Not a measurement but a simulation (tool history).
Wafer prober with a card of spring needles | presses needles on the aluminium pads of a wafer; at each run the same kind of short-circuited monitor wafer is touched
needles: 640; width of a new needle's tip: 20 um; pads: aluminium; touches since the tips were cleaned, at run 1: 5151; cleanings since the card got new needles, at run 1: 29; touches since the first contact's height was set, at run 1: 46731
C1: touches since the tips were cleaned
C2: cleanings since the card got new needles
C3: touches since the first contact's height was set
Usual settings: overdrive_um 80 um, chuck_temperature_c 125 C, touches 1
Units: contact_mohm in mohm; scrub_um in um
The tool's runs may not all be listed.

Run 1, hour 0.0: usual settings; C1 5151; C2 29; C3 46731. Result: contact_mohm 245 mohm, scrub_um 18.09 um.
At hour 9.1: tips cleaned on abrasive film.
Run 2, hour 20.2: usual settings; C1 3887; C2 30; C3 53755. Result: contact_mohm 245 mohm, scrub_um 18.12 um.
At hour 33.5: tips cleaned on abrasive film.
Run 3, hour 42.6: usual settings but chuck_temperature_c 32 C; C1 3172; C2 31; C3 61578. Result: contact_mohm 219 mohm, scrub_um 18.14 um.
At hour 56.5: tips cleaned on abrasive film.
Run 4, hour 64.9: usual settings but chuck_temperature_c 32 C; C1 2948; C2 32; C3 69356. Result: contact_mohm 217 mohm, scrub_um 18.14 um.
At hour 80.4: tips cleaned on abrasive film.
Run 5, hour 89.8: usual settings but overdrive_um 63 um; C1 3272; C2 33; C3 78038. Result: contact_mohm 253 mohm, scrub_um 14.31 um.
At hour 103.7: tips cleaned on abrasive film.
Run 6, hour 107.8: usual settings but overdrive_um 63 um; C1 1456; C2 34; C3 84334. Result: contact_mohm 251 mohm, scrub_um 14.30 um.
At hour 126.5: tips cleaned on abrasive film.
Run 7, hour 126.5: usual settings but overdrive_um 68 um; C1 0; C2 35; C3 90819. Result: contact_mohm 247 mohm, scrub_um 15.40 um.
Run 8, hour 142.0: usual settings but overdrive_um 68 um; C1 5453; C2 35; C3 96272. Result: contact_mohm 249 mohm, scrub_um 15.44 um.
At hour 151.2: tips cleaned on abrasive film.
Run 9, hour 160.5: usual settings but chuck_temperature_c 45 C; C1 3234; C2 36; C3 102696. Result: contact_mohm 222 mohm, scrub_um 18.16 um.
At hour 174.5: tips cleaned on abrasive film.
Run 10, hour 174.5: usual settings; C1 0; C2 37; C3 107590. Result: contact_mohm 245 mohm, scrub_um 18.17 um.
At hour 198.0: tips cleaned on abrasive film.
Run 11, hour 198.0: usual settings; C1 0; C2 38; C3 115774. Result: contact_mohm 242 mohm, scrub_um 18.17 um.
Run 12, hour 210.3: usual settings; C1 4326; C2 38; C3 120100. Result: contact_mohm 240 mohm, scrub_um 18.15 um.
At hour 222.8: tips cleaned on abrasive film.
Run 13, hour 230.5: usual settings; C1 2692; C2 39; C3 127126. Result: contact_mohm 241 mohm, scrub_um 18.20 um.
At hour 246.2: tips cleaned on abrasive film.
Run 14, hour 253.3: usual settings; C1 2495; C2 40; C3 135086. Result: contact_mohm 244 mohm, scrub_um 18.21 um.
At hour 270.2: tips cleaned on abrasive film.
Run 15, hour 274.9: usual settings; C1 1649; C2 41; C3 142603. Result: contact_mohm 243 mohm, scrub_um 18.24 um.
At hour 292.9: tips cleaned on abrasive film.
Run 16, hour 299.6: usual settings; C1 2335; C2 42; C3 151213. Result: contact_mohm 244 mohm, scrub_um 18.25 um.
Run 17, hour 310.9: usual settings; C1 6313; C2 42; C3 155191. Result: contact_mohm 242 mohm, scrub_um 18.22 um.
At hour 315.7: tips cleaned on abrasive film.
Run 18, hour 334.9: usual settings; C1 6728; C2 43; C3 163562. Result: contact_mohm 240 mohm, scrub_um 18.21 um.
At hour 339.4: tips cleaned on abrasive film.
Run 19, hour 356.7: usual settings but chuck_temperature_c 117 C, touches 3; C1 6069; C2 44; C3 171162. Result: contact_mohm 244 mohm, scrub_um 18.19 um.
At hour 362.4: tips cleaned on abrasive film.
Run 20, hour 375.6: usual settings; C1 4629; C2 45; C3 177759. Result: contact_mohm 239 mohm, scrub_um 18.21 um.
At hour 385.8: tips cleaned on abrasive film.
Run 21, hour 400.4: usual settings; C1 5102; C2 46; C3 186403. Result: contact_mohm 245 mohm, scrub_um 18.25 um.
At hour 409.5: tips cleaned on abrasive film.
Run 22, hour 421.1: usual settings but chuck_temperature_c 26 C, touches 3; C1 4065; C2 47; C3 193613. Result: contact_mohm 215 mohm, scrub_um 18.23 um.
At hour 433.5: tips cleaned on abrasive film.
Run 23, hour 438.2: usual settings but chuck_temperature_c 26 C, touches 3; C1 1650; C2 48; C3 199579. Result: contact_mohm 217 mohm, scrub_um 18.23 um.
Run 24, hour 449.2: usual settings but touches 2; C1 5490; C2 48; C3 203419. Result: contact_mohm 243 mohm, scrub_um 18.30 um.
At hour 456.3: tips cleaned on abrasive film.
Run 25, hour 460.7: usual settings but touches 2; C1 1562; C2 49; C3 207437. Result: contact_mohm 247 mohm, scrub_um 18.23 um.
Run 26, hour 474.8: usual settings but chuck_temperature_c 42 C, touches 2; C1 6471; C2 49; C3 212346. Result: contact_mohm 221 mohm, scrub_um 18.31 um.
At hour 480.5: tips cleaned on abrasive film.
Run 27, hour 489.2: usual settings but overdrive_um 65 um, chuck_temperature_c 70 C, touches 2; C1 3048; C2 50; C3 217376. Result: contact_mohm 232 mohm, scrub_um 14.80 um.
At hour 503.8: tips cleaned on abrasive film.
Run 28, hour 503.8: usual settings but chuck_temperature_c 108 C; C1 0; C2 51; C3 222443. Result: contact_mohm 236 mohm, scrub_um 18.31 um.
Run 29, hour 523.8: usual settings but chuck_temperature_c 108 C; C1 7018; C2 51; C3 229461. Result: contact_mohm 240 mohm, scrub_um 18.29 um.
At hour 527.6: tips cleaned on abrasive film.
Run 30, hour 537.0: usual settings but overdrive_um 61 um; C1 3271; C2 52; C3 234028. Result: contact_mohm 251 mohm, scrub_um 13.94 um.
At hour 551.5: tips cleaned on abrasive film.
Run 31, hour 552.8: usual settings but overdrive_um 78 um, chuck_temperature_c 49 C, touches 2; C1 486; C2 53; C3 239558. Result: contact_mohm 224 mohm, scrub_um 17.80 um.
At hour 559.2: height of the first contact set anew.
Run 32, hour 570.3: usual settings but overdrive_um 78 um, chuck_temperature_c 49 C, touches 2; C1 6484; C2 53; C3 3864. Result: contact_mohm 221 mohm, scrub_um 17.84 um.
At hour 574.7: tips cleaned on abrasive film.
Run 33, hour 591.9: usual settings but overdrive_um 78 um, chuck_temperature_c 50 C, touches 3; C1 6015; C2 54; C3 11414. Result: contact_mohm 222 mohm, scrub_um 17.87 um.

Forecast each of these 4 alternatives for the next run:
At hour 599.4: tips cleaned on abrasive film.
Run A, hour 617.6: usual settings but overdrive_um 78 um, chuck_temperature_c 72 C; C1 6353; C2 55; C3 20363. Result: contact_mohm ?, scrub_um ?.
At hour 599.4: tips cleaned on abrasive film.
Run B, hour 617.6: usual settings but overdrive_um 96 um, chuck_temperature_c 118 C, touches 3; C1 6353; C2 55; C3 20363. Result: contact_mohm ?, scrub_um ?.
At hour 599.4: tips cleaned on abrasive film.
Run C, hour 617.6: usual settings but overdrive_um 69 um, chuck_temperature_c 121 C, touches 3; C1 6353; C2 55; C3 20363. Result: contact_mohm ?, scrub_um ?.
At hour 599.4: tips cleaned on abrasive film.
Run D, hour 617.6: usual settings but overdrive_um 86 um, chuck_temperature_c 50 C, touches 2; C1 6353; C2 55; C3 20363. Result: contact_mohm ?, scrub_um ?.

run  contact_mohm  scrub_um
  A           227     17.84
  B           234     22.00
  C           244     15.79
  D           224     19.70
Without the tool's hidden state the same runs would have given:
run  contact_mohm  scrub_um
  A           227     17.62
  B           234     21.74
  C           244     15.60
  D           223     19.46
